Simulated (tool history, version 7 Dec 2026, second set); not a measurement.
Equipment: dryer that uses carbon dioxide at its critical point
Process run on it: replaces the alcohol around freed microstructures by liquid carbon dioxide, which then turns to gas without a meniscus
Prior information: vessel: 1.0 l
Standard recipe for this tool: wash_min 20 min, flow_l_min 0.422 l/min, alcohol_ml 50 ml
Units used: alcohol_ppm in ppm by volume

run 1 hour=0.0 | wash_min=20 flow_l_min=0.422 alcohol_ml=50 | alcohol_ppm=220
run 2 hour=27.7 | wash_min=20 flow_l_min=0.422 alcohol_ml=50 | alcohol_ppm=223
run 3 hour=56.2 | wash_min=14 flow_l_min=0.422 alcohol_ml=50 | alcohol_ppm=923
run 4 hour=83.5 | wash_min=20 flow_l_min=0.422 alcohol_ml=50 | alcohol_ppm=230
run 5 hour=115.4 | wash_min=15 flow_l_min=0.422 alcohol_ml=50 | alcohol_ppm=774
run 6 hour=137.5 | wash_min=20 flow_l_min=0.422 alcohol_ml=50 | alcohol_ppm=267
run 7 hour=153.7 | wash_min=20 flow_l_min=0.422 alcohol_ml=50 | alcohol_ppm=252
-- hour=165.2 inlet filter changed
run 8 hour=170.9 | wash_min=20 flow_l_min=0.422 alcohol_ml=50 | alcohol_ppm=219
run 9 hour=187.6 | wash_min=20 flow_l_min=0.422 alcohol_ml=30 | alcohol_ppm=182
run 10 hour=202.7 | wash_min=20 flow_l_min=0.422 alcohol_ml=30 | alcohol_ppm=172
run 11 hour=225.8 | wash_min=20 flow_l_min=0.422 alcohol_ml=30 | alcohol_ppm=177
-- hour=234.2 purifier's bed changed
run 12 hour=253.4 | wash_min=20 flow_l_min=0.422 alcohol_ml=30 | alcohol_ppm=92
run 13 hour=269.8 | wash_min=20 flow_l_min=0.422 alcohol_ml=50 | alcohol_ppm=134
run 14 hour=293.5 | wash_min=20 flow_l_min=0.422 alcohol_ml=50 | alcohol_ppm=146
run 15 hour=312.4 | wash_min=20 flow_l_min=0.422 alcohol_ml=50 | alcohol_ppm=148
run 16 hour=342.5 | wash_min=20 flow_l_min=0.422 alcohol_ml=50 | alcohol_ppm=148
run 17 hour=369.2 | wash_min=20 flow_l_min=0.422 alcohol_ml=50 | alcohol_ppm=160
run 18 hour=384.7 | wash_min=20 flow_l_min=0.422 alcohol_ml=50 | alcohol_ppm=166
run 19 hour=413.4 | wash_min=20 flow_l_min=0.422 alcohol_ml=50 | alcohol_ppm=170
run 20 hour=429.6 | wash_min=20 flow_l_min=0.376 alcohol_ml=25 | alcohol_ppm=169
-- hour=453.6 inlet filter changed
run 21 hour=453.6 | wash_min=24 flow_l_min=0.611 alcohol_ml=112 | alcohol_ppm=28
run 22 hour=468.7 | wash_min=24 flow_l_min=0.611 alcohol_ml=112 | alcohol_ppm=22
run 23 hour=493.0 | wash_min=16 flow_l_min=0.611 alcohol_ml=23 | alcohol_ppm=50
run 24 hour=519.7 | wash_min=18 flow_l_min=0.341 alcohol_ml=50 | alcohol_ppm=656
run 25 hour=537.0 | wash_min=13 flow_l_min=0.344 alcohol_ml=50 | alcohol_ppm=2152
run 26 hour=554.5 | wash_min=31 flow_l_min=0.344 alcohol_ml=50 | alcohol_ppm=51
run 27 hour=584.9 | wash_min=20 flow_l_min=0.385 alcohol_ml=56 | alcohol_ppm=283
run 28 hour=616.7 | wash_min=13 flow_l_min=0.474 alcohol_ml=50 | alcohol_ppm=736
run 29 hour=634.4 | wash_min=13 flow_l_min=0.474 alcohol_ml=50 | alcohol_ppm=759
run 30 hour=662.8 | wash_min=20 flow_l_min=0.363 alcohol_ml=79 | alcohol_ppm=593
run 31 hour=692.1 | wash_min=19 flow_l_min=0.422 alcohol_ml=114 | alcohol_ppm=505
run 32 hour=710.1 | wash_min=26 flow_l_min=0.354 alcohol_ml=47 | alcohol_ppm=117
-- hour=740.5 inlet filter changed
run 33 hour=740.5 | wash_min=32 flow_l_min=0.359 alcohol_ml=21 | alcohol_ppm=53
run 34 hour=764.6 | wash_min=32 flow_l_min=0.359 alcohol_ml=21 | alcohol_ppm=44
run 35 hour=794.4 | wash_min=15 flow_l_min=0.329 alcohol_ml=21 | alcohol_ppm=667
run 36 hour=811.9 | wash_min=30 flow_l_min=0.311 alcohol_ml=76 | alcohol_ppm=140
run 37 hour=836.0 | wash_min=20 flow_l_min=0.663 alcohol_ml=74 | alcohol_ppm=49

For some of the steps in alcohol_ppm from one run to the next: how much would appear even if the tool had no hidden state, given the settings, what came in and random variation, and how much remains for the hidden state plus any gauge scatter that the measured result and the result without hidden state don't share?
The hidden state here: flow that reaches the vessel past the clogged filter, %; alcohol in the recycled carbon dioxide, ppm; drift of the gauge itself on alcohol_ppm, %.
Run 2 -> 3: wash_min 20 -> 14. alcohol_ppm +700 ppm by volume: hidden state +93, all else +607.
Run 4 -> 5: wash_min 20 -> 15. alcohol_ppm +544 ppm by volume: hidden state +97, all else +447.
Run 24 -> 25: wash_min 18 -> 13, flow_l_min 0.341 -> 0.344. alcohol_ppm +1496 ppm by volume: hidden state +93, all else +1403.
Run 25 -> 26: wash_min 13 -> 31. alcohol_ppm -2101 ppm by volume: hidden state -135, all else -1966.

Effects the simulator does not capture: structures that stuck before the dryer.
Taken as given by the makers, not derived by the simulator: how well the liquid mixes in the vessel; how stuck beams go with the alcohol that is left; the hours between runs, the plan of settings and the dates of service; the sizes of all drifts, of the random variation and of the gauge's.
